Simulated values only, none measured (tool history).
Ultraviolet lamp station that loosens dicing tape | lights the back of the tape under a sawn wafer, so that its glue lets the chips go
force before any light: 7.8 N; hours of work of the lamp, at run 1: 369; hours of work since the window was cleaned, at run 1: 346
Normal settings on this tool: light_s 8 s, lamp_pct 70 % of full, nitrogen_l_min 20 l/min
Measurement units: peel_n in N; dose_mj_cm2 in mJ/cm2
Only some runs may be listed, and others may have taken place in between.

run	hour	light_s	lamp_pct	nitrogen_l_min	hours of work of the lamp	hours of work since the window was cleaned	peel_n	dose_mj_cm2
1	0	8	70	20	369	346	0.732	251
2	20.6	8	70	20	385	363	0.731	247
3	32.2	8	86	20	394	372	0.502	301
4	49.1	8	86	20	408	386	0.502	295
5	68.7	8	70	14	423	401	1.06	239
6	82.4	8	70	14	434	412	1.109	235
7	94.6	8	81	14	444	422	0.854	276
8	105.6	8	81	9	453	431	1.207	268
9	114.8	8	81	9	460	438	1.283	265
10	130.6	8	70	13	473	451	1.214	229
11	141.4	8	70	20	481	459	0.859	225
12	153.6	8	70	8	491	469	1.775	223
13	170.7	8	70	8	505	482	1.887	220
14	183.2	8	70	23	514	492	0.839	222
15	199.4	8	70	23	527	505	0.87	213
16	219.8	8	70	23	544	522	0.906	210
17	231.1	8	70	23	553	531	0.917	212
18	245	8	70	23	564	542	0.952	207
19	262	8	70	20	577	555	1.091	206
20	279	8	62	20	591	569	1.356	177
21	295.6	8	62	20	604	582	1.412	174
22	308.7	8	70	10	614	592	1.847	198
23	323	8	70	31	626	604	0.885	191
24	333	10	70	31	634	612	0.569	240
# hour 345.7: lamp changed
25	346.4	10	70	31	0	622	0.254	361
26	361.4	6	61	8	12	633	2.283	183
27	377.1	6	61	8	25	646	2.319	185
28	385.8	4	70	11	32	653	2.703	139
# hour 398.4: window cleaned of glue's vapour
29	400.6	6	67	13	43	2	1.174	235
30	411.9	8	70	20	52	11	0.404	331
31	420.6	5	71	28	59	18	0.818	210
32	431	5	71	28	67	26	0.805	203
33	444.2	5	71	28	78	36	0.847	202
34	463.3	6	70	18	93	52	0.851	237
35	478.9	6	70	18	106	64	0.895	234
36	496.1	15	93	20	119	78	0.175	770
37	505.1	8	70	19	126	85	0.49	307
38	519.7	10	91	20	138	97	0.208	493
39	534	8	70	9	150	108	0.957	303
40	548.4	8	71	9	161	119	0.969	303
41	558.6	8	71	9	169	128	0.972	302
42	576	5	78	39	183	141	0.665	203
43	591.2	6	66	11	195	153	1.559	207

Describe how what the log doesn't record of the tool's condition differs between the last listed run preceding each entry between runs and the first listed run following it.
Logged between run 24 and run 25: lamp changed (hour 345.7)
  lamp's light, % of a new lamp's: 65.6 -> 98.1; light that the window lets through, % of a clean one's: 84.4 -> 84.2
  measured result minus the result with no hidden state, peel_n: +0.362 -> +0.053 N; dose_mj_cm2: -192 -> -75 mJ/cm2
Logged between run 28 and run 29: window cleaned of glue's vapour (hour 398.4)
  lamp's light, % of a new lamp's: 96.3 -> 95.7; light that the window lets through, % of a clean one's: 83.4 -> 99.7
  measured result minus the result with no hidden state, peel_n: +0.609 -> +0.095 N; dose_mj_cm2: -35 -> -12 mJ/cm2

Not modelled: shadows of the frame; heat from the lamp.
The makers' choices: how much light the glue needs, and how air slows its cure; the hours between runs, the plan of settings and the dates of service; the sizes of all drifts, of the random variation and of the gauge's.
